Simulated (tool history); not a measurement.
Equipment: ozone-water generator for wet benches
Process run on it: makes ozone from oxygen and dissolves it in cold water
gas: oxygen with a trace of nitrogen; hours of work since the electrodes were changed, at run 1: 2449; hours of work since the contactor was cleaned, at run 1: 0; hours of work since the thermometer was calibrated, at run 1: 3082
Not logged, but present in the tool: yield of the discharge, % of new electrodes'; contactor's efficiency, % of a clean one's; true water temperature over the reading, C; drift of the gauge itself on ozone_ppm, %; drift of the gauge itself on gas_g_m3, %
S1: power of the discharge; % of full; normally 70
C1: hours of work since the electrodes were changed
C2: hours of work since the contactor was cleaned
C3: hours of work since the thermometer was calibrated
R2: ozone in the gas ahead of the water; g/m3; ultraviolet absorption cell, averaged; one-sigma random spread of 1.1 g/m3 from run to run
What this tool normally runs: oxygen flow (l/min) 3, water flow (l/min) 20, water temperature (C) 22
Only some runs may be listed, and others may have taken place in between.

run 1 day=0 | S1=70 oxygen_flow_(l/min)=3 water_flow_(l/min)=20 water_temperature_(C)=22 | C1=2449 C2=0 C3=3082 | dissolved_ozone_(ppm)=13.2 R2=186.2
run 2 day=4.154 | S1=70 oxygen_flow_(l/min)=3 water_flow_(l/min)=20 water_temperature_(C)=22 | C1=2534 C2=85 C3=3167 | dissolved_ozone_(ppm)=13.3 R2=187.6
run 3 day=7.604 | S1=65 oxygen_flow_(l/min)=3 water_flow_(l/min)=20 water_temperature_(C)=22 | C1=2604 C2=155 C3=3237 | dissolved_ozone_(ppm)=12 R2=174.3
run 4 day=12.979 | S1=65 oxygen_flow_(l/min)=3 water_flow_(l/min)=20 water_temperature_(C)=22 | C1=2714 C2=265 C3=3347 | dissolved_ozone_(ppm)=12.5 R2=175.8
run 5 day=16.121 | S1=65 oxygen_flow_(l/min)=3 water_flow_(l/min)=27 water_temperature_(C)=22 | C1=2778 C2=329 C3=3411 | dissolved_ozone_(ppm)=9.3 R2=174.5
run 6 day=20.683 | S1=70 oxygen_flow_(l/min)=3 water_flow_(l/min)=29 water_temperature_(C)=22 | C1=2871 C2=422 C3=3504 | dissolved_ozone_(ppm)=9 R2=187.7
-- day=23.954 water thermometer calibrated
run 7 day=25.733 | S1=70 oxygen_flow_(l/min)=1.91 water_flow_(l/min)=20 water_temperature_(C)=22 | C1=2974 C2=524 C3=36 | dissolved_ozone_(ppm)=12.6 R2=245.1
run 8 day=28.629 | S1=70 oxygen_flow_(l/min)=1.91 water_flow_(l/min)=20 water_temperature_(C)=22 | C1=3033 C2=583 C3=95 | dissolved_ozone_(ppm)=12.3 R2=247.1
run 9 day=33.467 | S1=70 oxygen_flow_(l/min)=1.91 water_flow_(l/min)=20 water_temperature_(C)=22 | C1=3131 C2=682 C3=194 | dissolved_ozone_(ppm)=12.5 R2=246.5
run 10 day=36.404 | S1=84 oxygen_flow_(l/min)=3 water_flow_(l/min)=20 water_temperature_(C)=22 | C1=3191 C2=742 C3=254 | dissolved_ozone_(ppm)=15.6 R2=222.9
run 11 day=41.433 | S1=70 oxygen_flow_(l/min)=3 water_flow_(l/min)=14 water_temperature_(C)=22 | C1=3294 C2=844 C3=356 | dissolved_ozone_(ppm)=17.5 R2=184.4
run 12 day=46.5 | S1=70 oxygen_flow_(l/min)=3 water_flow_(l/min)=14 water_temperature_(C)=22 | C1=3397 C2=948 C3=460 | dissolved_ozone_(ppm)=17.8 R2=186.9
run 13 day=49.433 | S1=70 oxygen_flow_(l/min)=3 water_flow_(l/min)=14 water_temperature_(C)=22 | C1=3457 C2=1007 C3=519 | dissolved_ozone_(ppm)=17.7 R2=186.9
run 14 day=53.096 | S1=70 oxygen_flow_(l/min)=3 water_flow_(l/min)=14 water_temperature_(C)=22 | C1=3532 C2=1082 C3=594 | dissolved_ozone_(ppm)=17.8 R2=186.8
run 15 day=57.029 | S1=70 oxygen_flow_(l/min)=3 water_flow_(l/min)=14 water_temperature_(C)=22 | C1=3612 C2=1162 C3=674 | dissolved_ozone_(ppm)=17.7 R2=187.1
run 16 day=59.65 | S1=70 oxygen_flow_(l/min)=3 water_flow_(l/min)=22 water_temperature_(C)=22 | C1=3665 C2=1216 C3=728 | dissolved_ozone_(ppm)=11.8 R2=186.4
run 17 day=63.196 | S1=70 oxygen_flow_(l/min)=3 water_flow_(l/min)=22 water_temperature_(C)=22 | C1=3737 C2=1288 C3=800 | dissolved_ozone_(ppm)=12.1 R2=187.7
run 18 day=66.717 | S1=70 oxygen_flow_(l/min)=3 water_flow_(l/min)=22 water_temperature_(C)=22 | C1=3809 C2=1360 C3=872 | dissolved_ozone_(ppm)=11.9 R2=187
run 19 day=69.121 | S1=46 oxygen_flow_(l/min)=3 water_flow_(l/min)=27 water_temperature_(C)=24 | C1=3858 C2=1409 C3=921 | dissolved_ozone_(ppm)=6.5 R2=126.7
run 20 day=74.121 | S1=46 oxygen_flow_(l/min)=3 water_flow_(l/min)=27 water_temperature_(C)=24 | C1=3960 C2=1511 C3=1023 | dissolved_ozone_(ppm)=6.6 R2=126.2
run 21 day=79.108 | S1=46 oxygen_flow_(l/min)=1.51 water_flow_(l/min)=30 water_temperature_(C)=24 | C1=4062 C2=1612 C3=1125 | dissolved_ozone_(ppm)=5.1 R2=192
run 22 day=84.638 | S1=70 oxygen_flow_(l/min)=3 water_flow_(l/min)=31 water_temperature_(C)=17 | C1=4175 C2=1725 C3=1237 | dissolved_ozone_(ppm)=8.8 R2=189.3
run 23 day=88.029 | S1=64 oxygen_flow_(l/min)=3 water_flow_(l/min)=20 water_temperature_(C)=29 | C1=4244 C2=1794 C3=1306 | dissolved_ozone_(ppm)=11.3 R2=172.1
run 24 day=93.054 | S1=70 oxygen_flow_(l/min)=3 water_flow_(l/min)=20 water_temperature_(C)=22 | C1=4346 C2=1897 C3=1409 | dissolved_ozone_(ppm)=12.9 R2=186.4
run 25 day=98.258 | S1=54 oxygen_flow_(l/min)=3.85 water_flow_(l/min)=20 water_temperature_(C)=22 | C1=4452 C2=2003 C3=1515 | dissolved_ozone_(ppm)=10.2 R2=126
run 26 day=102.388 | S1=54 oxygen_flow_(l/min)=3.85 water_flow_(l/min)=20 water_temperature_(C)=22 | C1=4536 C2=2087 C3=1599 | dissolved_ozone_(ppm)=10.4 R2=126.4
run 27 day=106.767 | S1=49 oxygen_flow_(l/min)=2.4 water_flow_(l/min)=13 water_temperature_(C)=22 | C1=4626 C2=2176 C3=1689 | dissolved_ozone_(ppm)=13.6 R2=152.9
run 28 day=109.821 | S1=49 oxygen_flow_(l/min)=2.4 water_flow_(l/min)=13 water_temperature_(C)=22 | C1=4688 C2=2239 C3=1751 | dissolved_ozone_(ppm)=13.4 R2=154.5

Expected results for the next run?
run 29 day=114.292 | S1=49 oxygen_flow_(l/min)=2.4 water_flow_(l/min)=13 water_temperature_(C)=19 | C1=4779 C2=2330 C3=1842 | dissolved_ozone_(ppm)=? R2=?

dissolved ozone (ppm): 14.1
R2: 153.4 g/m3
Without the tool's hidden state the same run would have given dissolved ozone (ppm) 14.1, R2 153.5 g/m3.
